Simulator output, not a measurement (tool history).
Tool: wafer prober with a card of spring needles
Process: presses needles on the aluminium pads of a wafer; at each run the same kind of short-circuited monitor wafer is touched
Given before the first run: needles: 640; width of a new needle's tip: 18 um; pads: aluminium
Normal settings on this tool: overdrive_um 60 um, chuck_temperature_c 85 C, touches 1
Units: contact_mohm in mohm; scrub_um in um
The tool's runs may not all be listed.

{"run": 1, "hour": 0.0, "overdrive_um": 60, "chuck_temperature_c": 85, "touches": 1, "contact_mohm": 210, "scrub_um": 9.44}
{"hour": 8.8, "done": "tips cleaned on abrasive film"}
{"hour": 20.5, "done": "tips cleaned on abrasive film"}
{"hour": 35.1, "done": "tips cleaned on abrasive film"}
{"hour": 49.7, "done": "tips cleaned on abrasive film"}
{"hour": 55.8, "done": "height of the first contact set anew"}
{"run": 2, "hour": 58.5, "overdrive_um": 60, "chuck_temperature_c": 85, "touches": 1, "contact_mohm": 211, "scrub_um": 9.46}
{"hour": 64.4, "done": "tips cleaned on abrasive film"}
{"hour": 79.0, "done": "tips cleaned on abrasive film"}
{"hour": 90.7, "done": "tips cleaned on abrasive film"}
{"hour": 104.3, "done": "tips cleaned on abrasive film"}
{"run": 3, "hour": 104.3, "overdrive_um": 60, "chuck_temperature_c": 85, "touches": 1, "contact_mohm": 211, "scrub_um": 9.45}
{"hour": 116.0, "done": "tips cleaned on abrasive film"}
{"hour": 127.7, "done": "tips cleaned on abrasive film"}
{"hour": 139.4, "done": "tips cleaned on abrasive film"}
{"hour": 151.1, "done": "tips cleaned on abrasive film"}
{"run": 4, "hour": 160.2, "overdrive_um": 60, "chuck_temperature_c": 85, "touches": 1, "contact_mohm": 213, "scrub_um": 9.37}
{"hour": 163.2, "done": "tips cleaned on abrasive film"}
{"hour": 177.8, "done": "tips cleaned on abrasive film"}
{"hour": 189.5, "done": "tips cleaned on abrasive film"}
{"hour": 204.1, "done": "tips cleaned on abrasive film"}
{"hour": 215.8, "done": "tips cleaned on abrasive film"}
{"hour": 227.5, "done": "tips cleaned on abrasive film"}
{"hour": 239.2, "done": "tips cleaned on abrasive film"}
{"hour": 253.8, "done": "tips cleaned on abrasive film"}
{"run": 5, "hour": 263.2, "overdrive_um": 60, "chuck_temperature_c": 85, "touches": 1, "contact_mohm": 213, "scrub_um": 9.46}
{"hour": 266.2, "done": "tips cleaned on abrasive film"}
{"hour": 277.9, "done": "tips cleaned on abrasive film"}
{"hour": 289.6, "done": "tips cleaned on abrasive film"}
{"hour": 304.2, "done": "tips cleaned on abrasive film"}
{"hour": 318.8, "done": "tips cleaned on abrasive film"}
{"run": 6, "hour": 319.1, "overdrive_um": 60, "chuck_temperature_c": 85, "touches": 1, "contact_mohm": 213, "scrub_um": 9.36}
{"hour": 330.8, "done": "tips cleaned on abrasive film"}
{"hour": 345.4, "done": "tips cleaned on abrasive film"}
{"hour": 357.1, "done": "tips cleaned on abrasive film"}
{"hour": 371.7, "done": "tips cleaned on abrasive film"}
{"hour": 386.3, "done": "tips cleaned on abrasive film"}
{"hour": 398.0, "done": "tips cleaned on abrasive film"}
{"run": 7, "hour": 402.7, "overdrive_um": 60, "chuck_temperature_c": 85, "touches": 1, "contact_mohm": 212, "scrub_um": 9.3}
{"hour": 411.5, "done": "tips cleaned on abrasive film"}
{"hour": 423.2, "done": "tips cleaned on abrasive film"}
{"hour": 434.9, "done": "tips cleaned on abrasive film"}
{"run": 8, "hour": 444.5, "overdrive_um": 60, "chuck_temperature_c": 85, "touches": 1, "contact_mohm": 211, "scrub_um": 9.37}
{"hour": 447.5, "done": "tips cleaned on abrasive film"}
{"hour": 459.2, "done": "tips cleaned on abrasive film"}
{"hour": 473.8, "done": "tips cleaned on abrasive film"}
{"hour": 488.4, "done": "tips cleaned on abrasive film"}
{"hour": 500.1, "done": "tips cleaned on abrasive film"}
{"run": 9, "hour": 501.8, "overdrive_um": 60, "chuck_temperature_c": 85, "touches": 1, "contact_mohm": 212, "scrub_um": 9.4}
{"hour": 513.5, "done": "tips cleaned on abrasive film"}
{"hour": 525.2, "done": "tips cleaned on abrasive film"}
{"hour": 539.8, "done": "tips cleaned on abrasive film"}
{"run": 10, "hour": 546.5, "overdrive_um": 60, "chuck_temperature_c": 85, "touches": 1, "contact_mohm": 213, "scrub_um": 9.39}
{"hour": 552.4, "done": "tips cleaned on abrasive film"}
{"hour": 567.1, "done": "tips cleaned on abrasive film"}
{"hour": 578.8, "done": "tips cleaned on abrasive film"}
{"hour": 590.5, "done": "tips cleaned on abrasive film"}
{"hour": 602.2, "done": "tips cleaned on abrasive film"}
{"hour": 616.8, "done": "tips cleaned on abrasive film"}
{"hour": 628.5, "done": "tips cleaned on abrasive film"}
{"hour": 638.6, "done": "height of the first contact set anew"}
{"run": 11, "hour": 638.6, "overdrive_um": 60, "chuck_temperature_c": 85, "touches": 1, "contact_mohm": 214, "scrub_um": 9.33}
{"hour": 641.6, "done": "tips cleaned on abrasive film"}
{"hour": 656.2, "done": "tips cleaned on abrasive film"}
{"hour": 670.8, "done": "tips cleaned on abrasive film"}
{"hour": 685.4, "done": "tips cleaned on abrasive film"}
{"hour": 697.1, "done": "tips cleaned on abrasive film"}
{"run": 12, "hour": 700.7, "overdrive_um": 79, "chuck_temperature_c": 85, "touches": 1, "contact_mohm": 210, "scrub_um": 12.42}
{"hour": 709.5, "done": "tips cleaned on abrasive film"}
{"hour": 721.2, "done": "tips cleaned on abrasive film"}
{"hour": 732.9, "done": "tips cleaned on abrasive film"}
{"hour": 744.6, "done": "tips cleaned on abrasive film"}
{"hour": 759.3, "done": "tips cleaned on abrasive film"}
{"hour": 771.0, "done": "tips cleaned on abrasive film"}
{"run": 13, "hour": 771.0, "overdrive_um": 60, "chuck_temperature_c": 85, "touches": 2, "contact_mohm": 214, "scrub_um": 9.43}
{"hour": 782.7, "done": "tips cleaned on abrasive film"}
{"hour": 794.7, "done": "card fitted with new needles"}
{"hour": 809.3, "done": "tips cleaned on abrasive film"}
{"hour": 821.1, "done": "tips cleaned on abrasive film"}
{"hour": 835.7, "done": "tips cleaned on abrasive film"}
{"hour": 850.3, "done": "tips cleaned on abrasive film"}
{"run": 14, "hour": 858.7, "overdrive_um": 65, "chuck_temperature_c": 41, "touches": 1, "contact_mohm": 201, "scrub_um": 10.1}
{"hour": 864.6, "done": "tips cleaned on abrasive film"}
{"hour": 876.3, "done": "tips cleaned on abrasive film"}
{"hour": 888.0, "done": "tips cleaned on abrasive film"}
{"hour": 899.7, "done": "tips cleaned on abrasive film"}
{"hour": 911.4, "done": "tips cleaned on abrasive film"}
{"hour": 923.2, "done": "tips cleaned on abrasive film"}
{"hour": 937.8, "done": "tips cleaned on abrasive film"}
{"run": 15, "hour": 944.6, "overdrive_um": 52, "chuck_temperature_c": 57, "touches": 1, "contact_mohm": 209, "scrub_um": 8.07}
{"hour": 950.5, "done": "tips cleaned on abrasive film"}
{"hour": 962.3, "done": "tips cleaned on abrasive film"}
{"hour": 974.0, "done": "tips cleaned on abrasive film"}
{"hour": 985.7, "done": "tips cleaned on abrasive film"}
{"hour": 1000.3, "done": "tips cleaned on abrasive film"}
{"hour": 1014.9, "done": "tips cleaned on abrasive film"}
{"hour": 1029.5, "done": "tips cleaned on abrasive film"}
{"run": 16, "hour": 1039.7, "overdrive_um": 52, "chuck_temperature_c": 57, "touches": 1, "contact_mohm": 209, "scrub_um": 8.07}
{"hour": 1042.7, "done": "tips cleaned on abrasive film"}
{"hour": 1054.4, "done": "tips cleaned on abrasive film"}
{"hour": 1066.1, "done": "tips cleaned on abrasive film"}
{"hour": 1077.8, "done": "tips cleaned on abrasive film"}
{"hour": 1092.4, "done": "tips cleaned on abrasive film"}
{"run": 17, "hour": 1095.1, "overdrive_um": 52, "chuck_temperature_c": 57, "touches": 1, "contact_mohm": 208, "scrub_um": 8.06}
{"hour": 1106.8, "done": "tips cleaned on abrasive film"}
{"hour": 1118.5, "done": "tips cleaned on abrasive film"}
{"hour": 1130.2, "done": "tips cleaned on abrasive film"}
{"run": 18, "hour": 1138.2, "overdrive_um": 52, "chuck_temperature_c": 57, "touches": 1, "contact_mohm": 210, "scrub_um": 8.08}
{"hour": 1144.1, "done": "tips cleaned on abrasive film"}
{"hour": 1155.8, "done": "tips cleaned on abrasive film"}
{"hour": 1167.5, "done": "tips cleaned on abrasive film"}
{"hour": 1182.1, "done": "tips cleaned on abrasive film"}
{"hour": 1193.8, "done": "tips cleaned on abrasive film"}
{"run": 19, "hour": 1201.3, "overdrive_um": 42, "chuck_temperature_c": 118, "touches": 1, "contact_mohm": 229, "scrub_um": 6.5}
{"hour": 1207.2, "done": "tips cleaned on abrasive film"}
{"hour": 1218.9, "done": "tips cleaned on abrasive film"}
{"hour": 1233.5, "done": "tips cleaned on abrasive film"}
{"hour": 1245.3, "done": "tips cleaned on abrasive film"}
{"hour": 1257.0, "done": "tips cleaned on abrasive film"}
{"run": 20, "hour": 1264.0, "overdrive_um": 42, "chuck_temperature_c": 118, "touches": 1, "contact_mohm": 231, "scrub_um": 6.45}
{"hour": 1269.9, "done": "tips cleaned on abrasive film"}
{"hour": 1281.6, "done": "tips cleaned on abrasive film"}
{"hour": 1296.2, "done": "tips cleaned on abrasive film"}
{"hour": 1307.9, "done": "tips cleaned on abrasive film"}
{"hour": 1322.6, "done": "tips cleaned on abrasive film"}
{"hour": 1337.2, "done": "tips cleaned on abrasive film"}
{"hour": 1348.9, "done": "tips cleaned on abrasive film"}
{"hour": 1363.5, "done": "tips cleaned on abrasive film"}
{"run": 21, "hour": 1363.7, "overdrive_um": 42, "chuck_temperature_c": 118, "touches": 1, "contact_mohm": 230, "scrub_um": 6.52}
{"hour": 1375.4, "done": "tips cleaned on abrasive film"}
{"hour": 1378.6, "done": "height of the first contact set anew"}
{"hour": 1387.4, "done": "tips cleaned on abrasive film"}
{"hour": 1402.0, "done": "tips cleaned on abrasive film"}
{"hour": 1413.7, "done": "tips cleaned on abrasive film"}
{"hour": 1428.3, "done": "tips cleaned on abrasive film"}
{"hour": 1440.0, "done": "tips cleaned on abrasive film"}
{"hour": 1454.6, "done": "tips cleaned on abrasive film"}
{"run": 22, "hour": 1461.2, "overdrive_um": 50, "chuck_temperature_c": 27, "touches": 1, "contact_mohm": 204, "scrub_um": 7.73}

Consider 3 possible next runs. They are alternatives, not a sequence: every one starts from the tool as it was left by run 22. What does each give?
{"hour": 1467.2, "done": "tips cleaned on abrasive film"}
{"hour": 1478.9, "done": "tips cleaned on abrasive film"}
{"hour": 1490.6, "done": "tips cleaned on abrasive film"}
{"hour": 1502.3, "done": "tips cleaned on abrasive film"}
{"hour": 1514.0, "done": "tips cleaned on abrasive film"}
{"hour": 1525.7, "done": "tips cleaned on abrasive film"}
{"hour": 1537.4, "done": "tips cleaned on abrasive film"}
{"hour": 1549.1, "done": "tips cleaned on abrasive film"}
{"hour": 1560.8, "done": "tips cleaned on abrasive film"}
{"run": "A", "hour": 1564.2, "overdrive_um": 43, "chuck_temperature_c": 42, "touches": 2, "contact_mohm": "?", "scrub_um": "?"}
{"hour": 1467.2, "done": "tips cleaned on abrasive film"}
{"hour": 1478.9, "done": "tips cleaned on abrasive film"}
{"hour": 1490.6, "done": "tips cleaned on abrasive film"}
{"hour": 1502.3, "done": "tips cleaned on abrasive film"}
{"hour": 1514.0, "done": "tips cleaned on abrasive film"}
{"hour": 1525.7, "done": "tips cleaned on abrasive film"}
{"hour": 1537.4, "done": "tips cleaned on abrasive film"}
{"hour": 1549.1, "done": "tips cleaned on abrasive film"}
{"hour": 1560.8, "done": "tips cleaned on abrasive film"}
{"run": "B", "hour": 1564.2, "overdrive_um": 43, "chuck_temperature_c": 43, "touches": 1, "contact_mohm": "?", "scrub_um": "?"}
{"hour": 1467.2, "done": "tips cleaned on abrasive film"}
{"hour": 1478.9, "done": "tips cleaned on abrasive film"}
{"hour": 1490.6, "done": "tips cleaned on abrasive film"}
{"hour": 1502.3, "done": "tips cleaned on abrasive film"}
{"hour": 1514.0, "done": "tips cleaned on abrasive film"}
{"hour": 1525.7, "done": "tips cleaned on abrasive film"}
{"hour": 1537.4, "done": "tips cleaned on abrasive film"}
{"hour": 1549.1, "done": "tips cleaned on abrasive film"}
{"hour": 1560.8, "done": "tips cleaned on abrasive film"}
{"run": "C", "hour": 1564.2, "overdrive_um": 71, "chuck_temperature_c": 85, "touches": 1, "contact_mohm": "?", "scrub_um": "?"}

run=A contact_mohm=210 scrub_um=6.57
run=B contact_mohm=209 scrub_um=6.67
run=C contact_mohm=207 scrub_um=10.85
Had the tool no hidden state, the same runs would have come out as:
run=A contact_mohm=210 scrub_um=6.73
run=B contact_mohm=209 scrub_um=6.83
run=C contact_mohm=207 scrub_um=11.12
